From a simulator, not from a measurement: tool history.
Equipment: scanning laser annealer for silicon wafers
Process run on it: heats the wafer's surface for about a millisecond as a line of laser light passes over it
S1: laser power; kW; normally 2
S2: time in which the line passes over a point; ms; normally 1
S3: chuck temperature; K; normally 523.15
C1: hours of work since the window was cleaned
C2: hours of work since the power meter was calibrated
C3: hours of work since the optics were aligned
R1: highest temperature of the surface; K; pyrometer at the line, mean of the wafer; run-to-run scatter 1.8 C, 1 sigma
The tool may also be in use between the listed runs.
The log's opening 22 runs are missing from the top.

{"run": 23, "day": 23.767, "S1": 2.024, "S2": 0.78, "S3": 487.15, "C1": 367, "C2": 1367, "C3": 82, "R1": 1105.15}
{"run": 24, "day": 24.833, "S1": 1.881, "S2": 1, "S3": 487.15, "C1": 385, "C2": 1384, "C3": 100, "R1": 1138.15}
{"run": 25, "day": 26.283, "S1": 2.149, "S2": 1, "S3": 496.15, "C1": 409, "C2": 1408, "C3": 124, "R1": 1239.15}
{"run": 26, "day": 27.192, "S1": 2, "S2": 0.72, "S3": 523.15, "C1": 424, "C2": 1423, "C3": 139, "R1": 1105.15}
{"run": 27, "day": 28.242, "S1": 1.914, "S2": 0.82, "S3": 523.15, "C1": 441, "C2": 1441, "C3": 156, "R1": 1117.15}
{"run": 28, "day": 29.3, "S1": 1.914, "S2": 0.82, "S3": 523.15, "C1": 458, "C2": 1458, "C3": 174, "R1": 1117.15}
{"run": 29, "day": 30.021, "S1": 2, "S2": 1, "S3": 549.15, "C1": 470, "C2": 1470, "C3": 185, "R1": 1237.15}
{"run": 30, "day": 31.404, "S1": 2, "S2": 1, "S3": 549.15, "C1": 493, "C2": 1493, "C3": 208, "R1": 1237.15}
{"run": 31, "day": 32.075, "S1": 2, "S2": 1, "S3": 504.15, "C1": 504, "C2": 1504, "C3": 219, "R1": 1193.15}
{"run": 32, "day": 32.988, "S1": 2, "S2": 1, "S3": 504.15, "C1": 519, "C2": 1519, "C3": 234, "R1": 1190.15}
{"run": 33, "day": 34.475, "S1": 1.75, "S2": 0.81, "S3": 504.15, "C1": 544, "C2": 1544, "C3": 259, "R1": 1038.15}
{"run": 34, "day": 35.208, "S1": 1.75, "S2": 0.81, "S3": 504.15, "C1": 556, "C2": 1556, "C3": 271, "R1": 1039.15}
{"run": 35, "day": 36.579, "S1": 1.75, "S2": 0.81, "S3": 504.15, "C1": 579, "C2": 1578, "C3": 294, "R1": 1038.15}
{"run": 36, "day": 38.1, "S1": 1.862, "S2": 1.13, "S3": 551.15, "C1": 604, "C2": 1603, "C3": 319, "R1": 1227.15}
{"run": 37, "day": 38.821, "S1": 2.168, "S2": 1, "S3": 509.15, "C1": 616, "C2": 1615, "C3": 331, "R1": 1242.15}
{"run": 38, "day": 39.517, "S1": 2.168, "S2": 1, "S3": 509.15, "C1": 627, "C2": 1627, "C3": 342, "R1": 1242.15}
{"run": 39, "day": 40.371, "S1": 1.94, "S2": 1, "S3": 533.15, "C1": 641, "C2": 1641, "C3": 356, "R1": 1191.15}
{"run": 40, "day": 41.438, "S1": 2, "S2": 0.88, "S3": 518.15, "C1": 659, "C2": 1658, "C3": 374, "R1": 1149.15}
{"run": 41, "day": 42.767, "S1": 2, "S2": 0.95, "S3": 484.15, "C1": 681, "C2": 1680, "C3": 396, "R1": 1139.15}
{"run": 42, "day": 44.062, "S1": 2, "S2": 0.95, "S3": 552.15, "C1": 702, "C2": 1702, "C3": 417, "R1": 1206.15}

Consider 3 possible next runs. They are alternatives, not a sequence: every one starts from the tool as it was left by run 42. What does each give?
{"run": "A", "day": 45.054, "S1": 1.732, "S2": 0.88, "S3": 550.15, "C1": 718, "C2": 1718, "C3": 433, "R1": "?"}
{"run": "B", "day": 45.054, "S1": 2.007, "S2": 1.19, "S3": 544.15, "C1": 718, "C2": 1718, "C3": 433, "R1": "?"}
{"run": "C", "day": 45.054, "S1": 1.91, "S2": 0.98, "S3": 515.15, "C1": 718, "C2": 1718, "C3": 433, "R1": "?"}

run=A R1=1091.15
run=B R1=1284.15
run=C R1=1152.15
Take away the tool's hidden state, keep each run's random variation, and the runs would have read:
run=A R1=1133.15
run=B R1=1343.15
run=C R1=1202.15

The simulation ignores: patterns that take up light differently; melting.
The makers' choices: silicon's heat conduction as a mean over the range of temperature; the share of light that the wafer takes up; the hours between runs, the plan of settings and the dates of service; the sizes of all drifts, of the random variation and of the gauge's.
